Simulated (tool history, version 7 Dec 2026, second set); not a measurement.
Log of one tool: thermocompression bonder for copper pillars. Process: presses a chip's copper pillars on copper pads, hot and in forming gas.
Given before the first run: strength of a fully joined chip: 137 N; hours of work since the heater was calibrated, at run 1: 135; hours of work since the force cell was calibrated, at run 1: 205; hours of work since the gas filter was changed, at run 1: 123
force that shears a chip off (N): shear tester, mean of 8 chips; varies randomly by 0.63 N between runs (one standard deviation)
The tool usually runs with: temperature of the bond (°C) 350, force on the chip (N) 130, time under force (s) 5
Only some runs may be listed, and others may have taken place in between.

run	day	temperature of the bond (°C)	force on the chip (N)	time under force (s)	hours of work since the heater was calibrated	hours of work since the force cell was calibrated	hours of work since the gas filter was changed	force that shears a chip off (N)
1	0.000	350	130	5	135	205	123	83.8
2	0.575	350	179	5	144	214	132	98.6
3	1.067	350	130	5	152	221	139	82.7
4	1.538	350	130	5	159	229	147	81.8
5	2.125	350	130	5	169	238	156	81.6
6	2.604	350	130	5	176	245	163	82.1
7	3.179	363	130	5	185	254	172	88.4
8	3.550	363	130	5	191	260	178	87.9
9	4.188	363	130	5	201	270	188	88.2
10	4.758	363	130	5	210	279	197	86.7
11	5.221	363	185	5	217	286	204	104.6
12	5.654	356	110	3	224	293	211	64.4
13	6.217	356	168	12	233	302	220	113.1
14	6.504	356	81	4	237	306	224	55.7

Forecast run 15:
15	7.154	356	163	4	247	316	234	?

force that shears a chip off (N): 88.7
The same run, on a tool lacking any hidden state, would have yielded force that shears a chip off (N) 97.5.

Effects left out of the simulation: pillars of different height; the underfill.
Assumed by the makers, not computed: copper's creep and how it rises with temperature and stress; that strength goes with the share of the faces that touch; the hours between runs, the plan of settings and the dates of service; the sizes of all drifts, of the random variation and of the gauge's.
